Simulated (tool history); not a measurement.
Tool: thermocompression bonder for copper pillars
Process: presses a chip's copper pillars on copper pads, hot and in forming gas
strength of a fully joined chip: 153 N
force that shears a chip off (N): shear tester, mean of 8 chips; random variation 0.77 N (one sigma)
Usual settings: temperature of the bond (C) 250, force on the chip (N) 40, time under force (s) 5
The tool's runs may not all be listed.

run	hour	temperature of the bond (C)	force on the chip (N)	time under force (s)	force that shears a chip off (N)
1	0.0	250	40	5	58.5
2	15.3	222	40	5	43.2
3	33.8	222	40	5	43.1
4	52.1	250	40	5	59.4
5	67.1	250	40	5	58.0
6	85.9	250	40	11	78.1
7	100.7	257	40	5	61.9
8	117.5	257	40	5	63.8
9	136.2	257	40	5	63.7
10	147.8	221	48	4	45.3

The next listed run, before its measurement:
11	161.8	221	48	4	?

force that shears a chip off (N): 45.3
Without the tool's hidden state the same run would have given force that shears a chip off (N) 45.4.

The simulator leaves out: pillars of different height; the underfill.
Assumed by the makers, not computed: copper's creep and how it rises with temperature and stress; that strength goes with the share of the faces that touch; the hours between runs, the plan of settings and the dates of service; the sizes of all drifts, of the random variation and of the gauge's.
